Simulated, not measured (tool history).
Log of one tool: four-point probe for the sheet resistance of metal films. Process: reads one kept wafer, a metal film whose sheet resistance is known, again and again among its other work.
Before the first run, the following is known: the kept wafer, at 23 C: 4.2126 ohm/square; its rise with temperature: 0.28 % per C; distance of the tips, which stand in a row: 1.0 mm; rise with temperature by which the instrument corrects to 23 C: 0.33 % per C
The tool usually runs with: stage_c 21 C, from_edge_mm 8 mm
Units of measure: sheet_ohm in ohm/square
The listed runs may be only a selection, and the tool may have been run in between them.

run,day,stage_c,from_edge_mm,sheet_ohm
1,0,21,8,4.236277
2,1.317,21,8,4.236467
3,3.521,21,8,4.236273
4,5.592,21,8,4.235852
5,7.8,21,8,4.233719
6,10.304,21,56,4.201207
7,12.308,21,8,4.234837
8,14.396,21,8,4.236686
9,16.312,21,47,4.201092
10,18.554,21,47,4.201281
11,20.562,21,47,4.201392
12,23.258,21,47,4.205915
13,25.317,21,4,4.340709
14,27.421,26,8,4.228556
15,29.008,26,8,4.229725
16,30.846,34,9,4.206516
17,32.783,35,10,4.1992
18,34.508,35,10,4.198704
19,36.879,23,45,4.201057
20,38.912,22,74,4.202963
21,39.992,33,6,4.242706
22,41.525,33,6,4.242214
23,42.7,33,6,4.241643
24,44.367,24,11,4.216127
25,46.525,20,6,4.265453
26,49.129,19,46,4.207814
27,51.033,23,4,4.334825
28,52.467,19,64,4.206169
29,54.779,19,5,4.295201
30,56.408,21,11,4.220472

Withheld: 1 entry from between the runs. Position of each, and hidden state at the listed run before versus the listed run after:
Logged between run 11 and run 12: stage's thermometer calibrated (day 21.362)
  inner tips' distance over the nominal, %: -0.266 -> -0.268; wafer's true temperature over the reading, C: -0.41 -> 0
  the result without the hidden state subtracted from the measured one, sheet_ohm: -0.017009 -> -0.012225 ohm/square

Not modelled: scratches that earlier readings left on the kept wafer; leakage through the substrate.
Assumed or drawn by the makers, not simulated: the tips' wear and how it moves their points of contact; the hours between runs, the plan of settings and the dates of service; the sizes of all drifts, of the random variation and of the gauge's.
